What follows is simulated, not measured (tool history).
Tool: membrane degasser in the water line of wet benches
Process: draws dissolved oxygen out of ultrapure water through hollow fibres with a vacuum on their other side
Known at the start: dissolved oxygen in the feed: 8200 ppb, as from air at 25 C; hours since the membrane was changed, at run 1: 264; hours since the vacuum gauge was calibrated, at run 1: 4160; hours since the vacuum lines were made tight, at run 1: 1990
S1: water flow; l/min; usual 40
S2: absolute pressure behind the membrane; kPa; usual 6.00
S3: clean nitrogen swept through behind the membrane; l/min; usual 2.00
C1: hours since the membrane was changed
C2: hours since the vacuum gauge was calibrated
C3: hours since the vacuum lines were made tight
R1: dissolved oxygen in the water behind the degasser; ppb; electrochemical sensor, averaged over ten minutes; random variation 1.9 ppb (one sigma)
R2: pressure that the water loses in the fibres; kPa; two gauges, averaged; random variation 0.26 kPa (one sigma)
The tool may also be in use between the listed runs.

run,hour,S1,S2,S3,C1,C2,C3,R1,R2
1,0.0,40,6.00,2.00,264,4160,1990,197.0,69.29
2,85.5,40,6.00,2.00,349,4246,2075,201.9,70.01
3,163.6,40,6.00,2.00,428,4324,2153,199.6,69.59
4,256.1,40,6.00,2.00,520,4416,2246,199.7,69.15
5,328.6,40,6.00,2.00,592,4489,2318,202.4,69.99
6,390.5,40,6.00,2.00,654,4551,2380,200.7,69.53
7,465.6,40,6.00,2.00,730,4626,2455,196.2,69.81
8,540.7,54,6.00,2.00,805,4701,2530,318.9,94.91
9,631.2,54,6.00,1.39,895,4791,2621,371.5,94.46
10,714.6,40,6.00,2.00,979,4875,2704,201.1,70.30
11,782.4,40,11.49,2.00,1046,4943,2772,436.6,69.76
12,839.7,40,11.49,2.00,1104,5000,2829,432.3,69.82
13,913.2,40,11.49,2.00,1177,5073,2903,430.5,70.07
14,1000.8,40,11.49,2.00,1265,5161,2991,428.4,69.61
# hour 1008.2: vacuum gauge calibrated
15,1096.7,40,11.49,2.00,1360,89,3086,445.8,70.12
16,1204.6,40,11.49,2.00,1468,196,3194,432.3,70.65
17,1259.7,40,4.70,2.00,1523,252,3249,151.5,70.13
# hour 1318.6: vacuum gauge calibrated, once more
18,1318.6,40,4.70,2.00,1582,0,3307,135.7,69.82
19,1387.1,40,4.70,2.00,1650,68,3376,135.6,70.16
20,1434.5,40,4.70,2.00,1697,116,3423,136.3,70.07
21,1517.0,40,4.70,2.00,1780,198,3506,134.5,70.67
22,1566.0,40,4.25,2.00,1829,247,3555,117.9,69.64
23,1643.9,55,13.36,3.89,1907,325,3633,461.3,96.88
24,1693.1,55,13.36,3.89,1956,374,3682,466.5,96.49
25,1796.1,40,5.02,2.00,2059,477,3785,154.3,70.49
26,1894.1,30,4.23,1.50,2157,575,3883,76.9,52.81

Run 27 comes next. What will it give?
27,1979.2,30,5.27,1.50,2242,661,3968,?,?

Run 27 gave R1 123.4 ppb, R2 52.49 kPa.
Without the tool's hidden state the same run would have given R1 119.6 ppb, R2 51.86 kPa.

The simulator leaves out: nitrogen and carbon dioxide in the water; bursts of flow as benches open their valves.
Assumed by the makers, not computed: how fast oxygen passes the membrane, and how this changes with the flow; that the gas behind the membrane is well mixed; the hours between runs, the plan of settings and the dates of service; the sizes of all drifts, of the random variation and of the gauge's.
